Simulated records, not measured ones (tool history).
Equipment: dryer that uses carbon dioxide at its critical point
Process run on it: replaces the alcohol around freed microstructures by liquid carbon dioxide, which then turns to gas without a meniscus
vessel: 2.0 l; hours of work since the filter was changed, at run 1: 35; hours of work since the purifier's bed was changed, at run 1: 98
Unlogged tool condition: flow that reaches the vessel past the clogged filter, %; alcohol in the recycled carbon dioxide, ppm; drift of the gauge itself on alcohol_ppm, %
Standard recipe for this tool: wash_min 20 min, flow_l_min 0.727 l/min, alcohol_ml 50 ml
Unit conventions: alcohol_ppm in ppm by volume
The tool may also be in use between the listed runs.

run   hour  wash_min  flow_l_min  alcohol_ml  hours of work since the filter was changed  hours of work since the purifier's bed was changed  alcohol_ppm
  1    0.0        20       0.727          50                                          35                                                  98           70
  2   10.8        20       0.727          57                                          41                                                 104           75
  3   25.6        20       0.727          57                                          51                                                 114           82
  4   37.9        20       0.727          57                                          58                                                 121           83
  5   54.9        20       0.727          57                                          69                                                 132           88
  6   70.7        20       0.727          57                                          78                                                 141           84
  7   88.0        20       0.727          57                                          89                                                 152           89
  8  102.6        20       0.727          57                                          98                                                 161           99
  9  118.7        20       0.727          50                                         108                                                 171           76
 10  134.5        20       0.727         105                                         118                                                 181          160
 11  151.8        20       0.727         105                                         128                                                 191          167
 12  170.8        20       0.727         105                                         140                                                 203          162
 13  181.9        20       0.727         105                                         147                                                 210          165
 14  199.0        20       0.727         105                                         157                                                 220          187
 15  209.3        20       0.727          72                                         164                                                 227          134
 16  227.1        20       0.727          72                                         175                                                 238          143
 17  238.8        20       0.727         117                                         182                                                 245          209
 18  255.6        20       0.589          50                                         192                                                 255          252
 19  268.7        20       0.589          50                                         200                                                 263          252
 20  287.5        20       0.589          50                                         212                                                 275          265
 21  295.3        20       0.727          50                                         217                                                 280          112
 22  312.6        20       0.727          50                                         227                                                 290          131
     326.2  -- inlet filter changed
 23  326.2        20       0.727          50                                           0                                                 298           83
 24  343.5        20       0.727          62                                          11                                                 309           90
 25  357.9        20       0.727          62                                          20                                                 318           91
 26  376.5        20       0.727          54                                          31                                                 329           95
 27  388.6        20       0.551          50                                          38                                                 337          258
 28  398.7        20       0.551          50                                          45                                                 343          268
 29  411.2        20       0.551          50                                          52                                                 350          259
 30  427.4        30       1.096          33                                          62                                                 360           47
 31  439.7        25       0.727          96                                          70                                                 368           70
 32  452.3        14       0.727          81                                          78                                                 376          629
 33  467.4        14       0.727          81                                          87                                                 385          641
 34  477.4        12       1.154         113                                          93                                                 391          244
 35  490.3        12       1.154         113                                         101                                                 399          262
 36  505.7        19       1.200          31                                         111                                                 409           40
 37  514.4        19       1.200          31                                         116                                                 414           34
 38  522.7        22       0.692          50                                         121                                                 419           97
 39  535.2        28       0.676          50                                         129                                                 427           49
 40  545.2        16       0.727          50                                         135                                                 433          261
 41  559.2        19       0.727          50                                         143                                                 442          145
 42  571.5        21       0.505         111                                         151                                                 449          776
 43  581.0        14       0.775          32                                         157                                                 455          260
 44  592.6        14       0.775          32                                         164                                                 462          247
 45  601.9        20       0.727          40                                         170                                                 468          110
 46  620.9        20       0.454          41                                         182                                                 480          567
 47  629.5        20       0.600          73                                         187                                                 485          365
 48  642.5        28       0.599          28                                         195                                                 493           75

Below, each run's measurement less what the same run would have read without the hidden state. Both values contain the same run-to-run variation, but the gauge's scatter may not be the same in both:
run  alcohol_ppm
  1          +16
  2          +18
  3          +20
  4          +22
  5          +25
  6          +27
  7          +31
  8          +33
  9          +33
 10          +58
 11          +61
 12          +65
 13          +70
 14          +73
 15          +58
 16          +64
 17          +95
 18         +102
 19         +108
 20         +114
 21          +63
 22          +67
 23          +27
 24          +30
 25          +33
 26          +34
 27          +51
 28          +54
 29          +59
 30          +32
 31          +38
 32         +123
 33         +134
 34          +81
 35          +88
 36          +34
 37          +34
 38          +51
 39          +40
 40          +99
 41          +69
 42         +234
 43          +99
 44         +100
 45          +65
 46         +185
 47         +151
 48          +51
